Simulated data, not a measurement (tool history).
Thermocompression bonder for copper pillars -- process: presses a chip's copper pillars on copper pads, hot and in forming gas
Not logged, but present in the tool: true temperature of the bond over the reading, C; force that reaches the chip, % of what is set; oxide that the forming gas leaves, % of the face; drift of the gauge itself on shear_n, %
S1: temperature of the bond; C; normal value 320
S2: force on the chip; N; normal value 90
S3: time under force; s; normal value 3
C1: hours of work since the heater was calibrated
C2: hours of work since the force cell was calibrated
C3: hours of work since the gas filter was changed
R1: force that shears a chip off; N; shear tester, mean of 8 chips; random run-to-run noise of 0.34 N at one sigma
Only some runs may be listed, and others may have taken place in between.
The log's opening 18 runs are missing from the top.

run 19 hour=478.2 | S1=320 S2=90 S3=3 | C1=1011 C2=1182 C3=62 | R1=67.2
run 20 hour=503 | S1=320 S2=90 S3=2 | C1=1029 C2=1199 C3=80 | R1=59.6
run 21 hour=529.6 | S1=343 S2=90 S3=8 | C1=1048 C2=1218 C3=99 | R1=93.8
-- hour=539.8 forming gas filter changed
run 22 hour=568.9 | S1=303 S2=81 S3=3 | C1=1075 C2=1246 C3=21 | R1=52.9
run 23 hour=604.3 | S1=296 S2=107 S3=2 | C1=1101 C2=1271 C3=46 | R1=53.6
-- hour=612.3 heater calibrated with a thermocouple chip
run 24 hour=625.7 | S1=339 S2=54 S3=6 | C1=10 C2=1285 C3=60 | R1=65.7
run 25 hour=655.2 | S1=321 S2=76 S3=9 | C1=31 C2=1306 C3=81 | R1=79.7
run 26 hour=671.5 | S1=321 S2=76 S3=9 | C1=42 C2=1318 C3=92 | R1=79.7
-- hour=691.8 forming gas filter changed
run 27 hour=695 | S1=320 S2=130 S3=4 | C1=59 C2=1334 C3=2 | R1=87.1
run 28 hour=715.3 | S1=320 S2=58 S3=4 | C1=73 C2=1349 C3=17 | R1=51.4
run 29 hour=744.6 | S1=298 S2=75 S3=2 | C1=94 C2=1369 C3=38 | R1=39.6
run 30 hour=769.2 | S1=317 S2=90 S3=4 | C1=111 C2=1387 C3=55 | R1=70.3
run 31 hour=794.5 | S1=343 S2=89 S3=4 | C1=130 C2=1405 C3=73 | R1=83.3
run 32 hour=834.2 | S1=320 S2=92 S3=3 | C1=158 C2=1433 C3=101 | R1=67.7
-- hour=842.8 forming gas filter changed
run 33 hour=867.5 | S1=320 S2=93 S3=2 | C1=181 C2=1457 C3=18 | R1=60.6
run 34 hour=891.7 | S1=320 S2=58 S3=6 | C1=198 C2=1474 C3=35 | R1=59.2
run 35 hour=929.8 | S1=345 S2=63 S3=2 | C1=226 C2=1501 C3=62 | R1=55.2
run 36 hour=950.8 | S1=345 S2=63 S3=2 | C1=241 C2=1516 C3=77 | R1=56
run 37 hour=969.3 | S1=298 S2=111 S3=2 | C1=254 C2=1529 C3=90 | R1=55.7
run 38 hour=985.5 | S1=298 S2=98 S3=2 | C1=265 C2=1541 C3=102 | R1=50.6
-- hour=992.9 forming gas filter changed
run 39 hour=1008.3 | S1=343 S2=112 S3=2 | C1=281 C2=1557 C3=11 | R1=81.9
run 40 hour=1046.4 | S1=343 S2=112 S3=2 | C1=308 C2=1584 C3=38 | R1=80.8

Branching from run 40: 3 alternative next runs. What would each branch give?
run A hour=1086.1 | S1=329 S2=90 S3=6 | C1=337 C2=1612 C3=66 | R1=?
run B hour=1086.1 | S1=312 S2=116 S3=4 | C1=337 C2=1612 C3=66 | R1=?
run C hour=1086.1 | S1=336 S2=90 S3=2 | C1=337 C2=1612 C3=66 | R1=?

run=A R1=83.2
run=B R1=78.7
run=C R1=67.1
With the hidden condition removed and each run's random variation left untouched, the same runs would have given:
run=A R1=85.3
run=B R1=80.6
run=C R1=68.7

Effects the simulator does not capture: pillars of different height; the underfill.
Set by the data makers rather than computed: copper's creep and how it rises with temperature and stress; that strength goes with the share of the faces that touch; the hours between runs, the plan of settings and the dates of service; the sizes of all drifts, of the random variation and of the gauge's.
